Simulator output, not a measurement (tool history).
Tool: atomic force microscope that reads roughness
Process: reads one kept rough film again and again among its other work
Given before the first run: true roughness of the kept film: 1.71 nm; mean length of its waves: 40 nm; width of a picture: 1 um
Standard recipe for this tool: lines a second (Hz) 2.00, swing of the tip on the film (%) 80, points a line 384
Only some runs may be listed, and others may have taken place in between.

run,day,lines a second (Hz),swing of the tip on the film (%),points a line,roughness of the kept film (nm (root mean square))
1,0.000,2.00,80,384,1.491
2,0.392,2.00,80,384,1.498
3,0.750,2.00,80,384,1.504
4,0.988,2.00,80,384,1.510
5,1.412,2.00,66,384,1.583
6,1.738,2.00,66,384,1.581
7,2.254,2.00,63,384,1.597
8,2.512,2.00,63,384,1.588
9,3.017,2.00,63,384,1.584
10,3.250,2.00,63,384,1.590
11,3.612,2.00,63,384,1.602
12,3.954,2.00,63,384,1.600
13,4.375,2.00,69,384,1.581
14,4.692,2.00,80,384,1.489
15,4.900,2.00,87,264,1.442
16,5.125,0.52,76,384,1.621
17,5.442,3.20,64,384,1.549
18,5.904,2.13,80,971,1.481
19,6.333,0.64,57,754,1.659
20,6.554,2.37,61,716,1.595
21,7.025,2.00,75,384,1.536
22,7.433,2.00,75,384,1.528
23,7.788,2.00,75,384,1.523
24,7.996,0.72,71,384,1.631
25,8.279,0.87,83,327,1.571
26,8.608,1.77,80,384,1.517
27,8.971,1.67,80,338,1.523

Branching from run 27: 4 alternative next runs. What would each branch give?
A,9.338,1.63,62,387,?
B,9.338,1.67,65,338,?
C,9.338,1.30,84,718,?
D,9.338,2.00,80,346,?

run,roughness of the kept film (nm (root mean square))
A,1.625
B,1.613
C,1.524
D,1.494
Take away the tool's hidden state, keep each run's random variation, and the runs would have read:
run,roughness of the kept film (nm (root mean square))
A,1.629
B,1.616
C,1.527
D,1.497

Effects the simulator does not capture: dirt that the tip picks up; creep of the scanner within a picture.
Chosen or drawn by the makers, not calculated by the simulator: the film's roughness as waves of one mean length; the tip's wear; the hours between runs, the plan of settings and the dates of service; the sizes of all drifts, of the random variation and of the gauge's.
